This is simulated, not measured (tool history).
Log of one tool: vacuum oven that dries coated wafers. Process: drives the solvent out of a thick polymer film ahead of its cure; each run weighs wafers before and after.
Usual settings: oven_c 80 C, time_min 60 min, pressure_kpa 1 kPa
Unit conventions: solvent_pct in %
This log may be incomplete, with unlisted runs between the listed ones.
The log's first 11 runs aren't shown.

| run | hour | oven_c | time_min | pressure_kpa | solvent_pct |
|---|---|---|---|---|---|
| 12 | 536.6 | 80 | 60 | 1 | 5.77 |
| 13 | 564.2 | 80 | 60 | 1 | 5.87 |
| 14 | 591.4 | 80 | 60 | 1 | 5.84 |
| 15 | 617 | 80 | 60 | 1 | 5.73 |
| 16 | 673.8 | 80 | 60 | 1 | 5.9 |
| 17 | 721.4 | 80 | 60 | 1.01 | 5.84 |
| 18 | 764 | 80 | 46 | 0.95 | 7.3 |
| 19 | 817.7 | 82 | 63 | 1 | 5.06 |
| 20 | 874.3 | 76 | 44 | 0.56 | 8.66 |
| 21 | 932.9 | 81 | 42 | 0.67 | 7.16 |
| 22 | 983.9 | 80 | 60 | 3.01 | 9.75 |
| 23 | 1045 | 86 | 60 | 1.58 | 4.94 |
| 24 | 1085.1 | 77 | 95 | 0.65 | 4.32 |
| 25 | 1136.8 | 92 | 35 | 3.76 | 7.98 |
| 26 | 1186.2 | 93 | 35 | 3.76 | 7.89 |
|  | 1192.1 | oven's thermocouples calibrated |
| 27 | 1238.5 | 84 | 35 | 2.78 | 9.82 |
| 28 | 1293.6 | 84 | 35 | 2.78 | 9.8 |
| 29 | 1329.3 | 84 | 35 | 2.78 | 9.8 |
| 30 | 1366.2 | 80 | 91 | 1 | 4.23 |
| 31 | 1398.8 | 70 | 71 | 1.78 | 11 |
| 32 | 1446.5 | 70 | 71 | 1.78 | 10.88 |
| 33 | 1493.7 | 91 | 71 | 1.78 | 3.49 |

Predict each of these 5 candidate next runs independently; none follows another, all start after run 33:
| A | 1555.1 | 72 | 71 | 3.03 | ? |
| B | 1555.1 | 67 | 41 | 1.81 | ? |
| C | 1555.1 | 80 | 99 | 1 | ? |
| D | 1555.1 | 79 | 106 | 1 | ? |
| E | 1555.1 | 83 | 31 | 2.62 | ? |

| run | solvent_pct |
|---|---|
| A | 12.91 |
| B | 14.95 |
| C | 4.15 |
| D | 4.18 |
| E | 10.82 |
With no hidden state in the tool, these same runs would have given:
| run | solvent_pct |
|---|---|
| A | 11.99 |
| B | 14.16 |
| C | 3.34 |
| D | 3.35 |
| E | 10.27 |
